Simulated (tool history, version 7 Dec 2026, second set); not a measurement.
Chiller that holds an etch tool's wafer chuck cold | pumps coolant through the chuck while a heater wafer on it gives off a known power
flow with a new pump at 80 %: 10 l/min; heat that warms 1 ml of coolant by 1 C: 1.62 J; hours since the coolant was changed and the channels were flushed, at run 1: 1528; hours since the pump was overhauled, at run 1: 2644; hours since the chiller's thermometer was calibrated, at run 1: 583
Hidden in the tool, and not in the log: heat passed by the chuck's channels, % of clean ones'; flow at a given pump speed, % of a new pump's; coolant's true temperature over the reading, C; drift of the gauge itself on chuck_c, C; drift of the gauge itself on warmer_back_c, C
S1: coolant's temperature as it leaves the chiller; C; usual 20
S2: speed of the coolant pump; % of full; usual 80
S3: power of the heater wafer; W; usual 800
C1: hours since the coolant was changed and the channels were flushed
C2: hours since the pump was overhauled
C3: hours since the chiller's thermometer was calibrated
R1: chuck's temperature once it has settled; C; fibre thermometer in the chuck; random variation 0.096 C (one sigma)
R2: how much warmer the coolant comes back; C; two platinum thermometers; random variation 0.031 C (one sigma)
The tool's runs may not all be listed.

run	hour	S1	S2	S3	C1	C2	C3	R1	R2
1	0.0	20	80	800	1528	2644	583	25.76	3.03
2	82.7	20	80	800	1611	2727	666	25.77	2.96
3	125.2	20	80	800	1653	2770	709	25.73	3.03
4	172.2	20	80	800	1700	2817	756	25.85	2.96
5	217.2	20	80	800	1745	2862	801	25.95	2.96
6	268.6	20	80	800	1797	2913	852	25.94	2.94
7	354.3	20	80	800	1882	2999	938	26.04	2.98
8	435.7	20	80	800	1964	3080	1019	25.99	2.96
9	498.7	20	80	800	2027	3143	1082	26.07	2.99
10	585.8	20	80	800	2114	3230	1169	25.96	2.95
11	637.4	20	80	800	2165	3282	1221	25.97	3.03
12	712.7	20	66	800	2241	3357	1296	26.92	3.59
13	764.7	20	64	915	2293	3409	1348	28.34	4.26
14	835.4	29	95	1177	2363	3480	1419	36.66	3.69
15	900.2	27	80	800	2428	3545	1484	33.23	3.00
16	957.8	27	80	800	2486	3602	1541	33.02	2.95
17	1028.5	24	80	1147	2557	3673	1612	32.70	4.25
18	1076.0	24	80	1147	2604	3720	1659	32.63	4.29
19	1116.8	14	74	1038	2645	3761	1700	22.45	4.19
20	1214.1	12	74	1056	2742	3859	1797	20.68	4.23
21	1299.5	27	77	757	2828	3944	1883	33.13	2.96

Forecast each of these 5 alternatives for the next run:
A	1363.5	10	74	600	2892	4008	1947	?	?
B	1363.5	15	72	1166	2892	4008	1947	?	?
C	1363.5	27	77	770	2892	4008	1947	?	?
D	1363.5	17	78	800	2892	4008	1947	?	?
E	1363.5	17	80	443	2892	4008	1947	?	?

run	R1	R2
A	15.00	2.37
B	24.61	4.88
C	33.15	3.00
D	23.46	3.08
E	20.61	1.66
Without the tool's hidden state the same runs would have given:
run	R1	R2
A	14.61	2.37
B	24.21	4.88
C	32.76	2.99
D	23.07	3.08
E	20.22	1.66

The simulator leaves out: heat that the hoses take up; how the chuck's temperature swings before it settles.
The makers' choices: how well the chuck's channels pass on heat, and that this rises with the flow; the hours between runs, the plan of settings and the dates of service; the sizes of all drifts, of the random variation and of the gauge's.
